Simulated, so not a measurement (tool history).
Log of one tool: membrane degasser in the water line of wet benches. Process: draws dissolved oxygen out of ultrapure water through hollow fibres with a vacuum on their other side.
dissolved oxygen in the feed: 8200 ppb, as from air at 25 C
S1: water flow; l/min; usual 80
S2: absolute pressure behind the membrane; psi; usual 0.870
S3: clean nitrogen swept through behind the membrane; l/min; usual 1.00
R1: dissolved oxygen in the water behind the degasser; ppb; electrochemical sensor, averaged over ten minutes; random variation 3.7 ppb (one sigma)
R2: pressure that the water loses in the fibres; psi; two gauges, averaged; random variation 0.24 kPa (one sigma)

run    hour  S1     S2    S3      R1      R2
  1     0.0  80  0.870  1.00   370.2   9.310
  2   215.4  80  0.870  1.00   372.8   9.371
  3   474.3  80  0.870  1.00   365.7   9.377
  4   747.6  80  0.870  1.00   360.1   9.375
  5   892.0  80  0.870  1.00   372.8   9.322
  6  1108.5  80  0.870  1.00   372.4   9.319
  7  1259.1  80  0.870  1.00   367.7   9.375
  8  1536.2  80  0.870  1.00   373.6   9.420
  9  1858.4  80  0.870  1.00   368.2   9.336
 10  2176.5  80  0.870  1.00   365.0   9.336
 11  2409.6  80  0.870  1.00   375.0   9.340
 12  2595.4  80  0.870  1.00   366.3   9.310
 13  2880.2  80  0.870  1.00   368.3   9.381
 14  3043.7  80  0.870  1.00   366.6   9.356
 15  3266.5  80  0.870  2.10   220.1   9.346
 16  3599.1  83  0.870  1.00   382.9   9.697
     3669.1  -- vacuum gauge calibrated
 17  3808.7  83  0.870  1.00   379.6   9.678
 18  4153.0  83  0.870  1.00   379.6   9.619
 19  4393.9  83  0.870  1.00   381.9   9.668
 20  4635.0  83  0.870  1.00   376.4   9.680
 21  4938.2  83  0.870  1.00   378.3   9.739
 22  5167.5  80  0.814  1.00   325.3   9.369
 23  5326.5  62  1.462  0.56  1040.3   7.205
 24  5663.5  84  1.292  0.56  1040.3   9.800
 25  5949.8  91  0.825  2.33   204.9  10.627
 26  6137.5  91  1.375  0.72  1040.7  10.633
 27  6339.7  91  1.375  0.72  1037.4  10.618
 28  6573.8  86  0.731  1.00   262.2  10.051

Forecast each of these 5 alternatives for the next run:
  A  6745.1   96  0.870  1.61   ?   ?
  B  6745.1   80  0.558  1.00   ?   ?
  C  6745.1  106  0.560  0.51   ?   ?
  D  6745.1   81  0.866  1.00   ?   ?
  E  6745.1   80  0.525  1.00   ?   ?

run     R1      R2
  A  311.8  11.256
  B   94.5   9.400
  C  166.9  12.433
  D  362.5   9.491
  E   63.7   9.414
Without the tool's hidden state the same runs would have given:
run     R1      R2
  A  311.6  11.248
  B   94.3   9.393
  C  166.5  12.422
  D  362.3   9.484
  E   63.5   9.407
